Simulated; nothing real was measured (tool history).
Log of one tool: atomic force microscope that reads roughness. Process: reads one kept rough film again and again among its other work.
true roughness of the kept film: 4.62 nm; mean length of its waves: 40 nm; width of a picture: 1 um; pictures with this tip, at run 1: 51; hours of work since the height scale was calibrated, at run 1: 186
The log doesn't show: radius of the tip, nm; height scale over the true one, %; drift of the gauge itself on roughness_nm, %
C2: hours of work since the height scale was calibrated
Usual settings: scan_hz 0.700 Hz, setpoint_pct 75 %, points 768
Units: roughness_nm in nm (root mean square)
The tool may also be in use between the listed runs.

{"run": 1, "hour": 0.0, "scan_hz": 0.7, "setpoint_pct": 75, "points": 768, "pictures with this tip": 51, "C2": 186, "roughness_nm": 3.524}
{"run": 2, "hour": 31.7, "scan_hz": 0.7, "setpoint_pct": 66, "points": 768, "pictures with this tip": 78, "C2": 202, "roughness_nm": 3.432}
{"run": 3, "hour": 54.6, "scan_hz": 0.7, "setpoint_pct": 75, "points": 768, "pictures with this tip": 97, "C2": 214, "roughness_nm": 3.25}
{"hour": 75.7, "done": "new tip fitted"}
{"run": 4, "hour": 80.0, "scan_hz": 0.7, "setpoint_pct": 59, "points": 768, "pictures with this tip": 3, "C2": 226, "roughness_nm": 4.037}
{"run": 5, "hour": 99.9, "scan_hz": 0.7, "setpoint_pct": 59, "points": 768, "pictures with this tip": 20, "C2": 237, "roughness_nm": 3.89}
{"run": 6, "hour": 130.4, "scan_hz": 0.7, "setpoint_pct": 75, "points": 768, "pictures with this tip": 45, "C2": 252, "roughness_nm": 3.539}
{"run": 7, "hour": 169.4, "scan_hz": 3.477, "setpoint_pct": 75, "points": 768, "pictures with this tip": 77, "C2": 272, "roughness_nm": 2.709}
{"run": 8, "hour": 208.4, "scan_hz": 3.477, "setpoint_pct": 75, "points": 768, "pictures with this tip": 110, "C2": 292, "roughness_nm": 2.542}
{"hour": 214.0, "done": "new tip fitted"}
{"run": 9, "hour": 246.4, "scan_hz": 0.7, "setpoint_pct": 75, "points": 768, "pictures with this tip": 27, "C2": 311, "roughness_nm": 3.653}
{"run": 10, "hour": 263.4, "scan_hz": 0.7, "setpoint_pct": 75, "points": 768, "pictures with this tip": 41, "C2": 320, "roughness_nm": 3.52}
{"run": 11, "hour": 294.0, "scan_hz": 0.611, "setpoint_pct": 75, "points": 768, "pictures with this tip": 66, "C2": 336, "roughness_nm": 3.405}
{"run": 12, "hour": 332.1, "scan_hz": 0.798, "setpoint_pct": 75, "points": 768, "pictures with this tip": 98, "C2": 355, "roughness_nm": 3.11}
{"hour": 349.9, "done": "new tip fitted"}
{"run": 13, "hour": 368.5, "scan_hz": 0.798, "setpoint_pct": 75, "points": 768, "pictures with this tip": 15, "C2": 374, "roughness_nm": 3.759}
{"run": 14, "hour": 391.1, "scan_hz": 3.292, "setpoint_pct": 73, "points": 809, "pictures with this tip": 34, "C2": 385, "roughness_nm": 3.099}
{"run": 15, "hour": 415.8, "scan_hz": 3.292, "setpoint_pct": 73, "points": 809, "pictures with this tip": 54, "C2": 398, "roughness_nm": 2.978}
{"run": 16, "hour": 437.9, "scan_hz": 0.7, "setpoint_pct": 61, "points": 768, "pictures with this tip": 73, "C2": 409, "roughness_nm": 3.5}
{"run": 17, "hour": 464.2, "scan_hz": 1.546, "setpoint_pct": 88, "points": 385, "pictures with this tip": 94, "C2": 423, "roughness_nm": 2.751}
{"hour": 487.0, "done": "new tip fitted"}
{"run": 18, "hour": 496.7, "scan_hz": 0.7, "setpoint_pct": 62, "points": 768, "pictures with this tip": 8, "C2": 439, "roughness_nm": 3.974}
{"run": 19, "hour": 536.4, "scan_hz": 0.7, "setpoint_pct": 75, "points": 440, "pictures with this tip": 41, "C2": 460, "roughness_nm": 3.569}
{"run": 20, "hour": 567.9, "scan_hz": 0.7, "setpoint_pct": 75, "points": 440, "pictures with this tip": 67, "C2": 476, "roughness_nm": 3.397}
{"run": 21, "hour": 602.5, "scan_hz": 3.411, "setpoint_pct": 67, "points": 698, "pictures with this tip": 96, "C2": 493, "roughness_nm": 2.874}
{"hour": 622.7, "done": "new tip fitted"}
{"run": 22, "hour": 635.7, "scan_hz": 3.411, "setpoint_pct": 67, "points": 698, "pictures with this tip": 11, "C2": 510, "roughness_nm": 3.405}
{"run": 23, "hour": 668.0, "scan_hz": 1.74, "setpoint_pct": 60, "points": 548, "pictures with this tip": 37, "C2": 527, "roughness_nm": 3.54}
{"run": 24, "hour": 702.7, "scan_hz": 1.091, "setpoint_pct": 59, "points": 768, "pictures with this tip": 66, "C2": 545, "roughness_nm": 3.448}
{"run": 25, "hour": 720.8, "scan_hz": 1.144, "setpoint_pct": 65, "points": 768, "pictures with this tip": 81, "C2": 554, "roughness_nm": 3.323}
{"run": 26, "hour": 747.8, "scan_hz": 0.7, "setpoint_pct": 75, "points": 791, "pictures with this tip": 104, "C2": 568, "roughness_nm": 3.135}

The same runs without the tool's hidden state, with the same run-to-run variation:
run=1 roughness_nm=3.907
run=2 roughness_nm=4.004
run=3 roughness_nm=3.931
run=4 roughness_nm=4.058
run=5 roughness_nm=4.051
run=6 roughness_nm=3.892
run=7 roughness_nm=3.183
run=8 roughness_nm=3.182
run=9 roughness_nm=3.926
run=10 roughness_nm=3.904
run=11 roughness_nm=3.977
run=12 roughness_nm=3.860
run=13 roughness_nm=3.885
run=14 roughness_nm=3.326
run=15 roughness_nm=3.326
run=16 roughness_nm=4.055
run=17 roughness_nm=3.321
run=18 roughness_nm=4.040
run=19 roughness_nm=3.895
run=20 roughness_nm=3.901
run=21 roughness_nm=3.485
run=22 roughness_nm=3.514
run=23 roughness_nm=3.870
run=24 roughness_nm=3.996
run=25 roughness_nm=3.961
run=26 roughness_nm=3.897
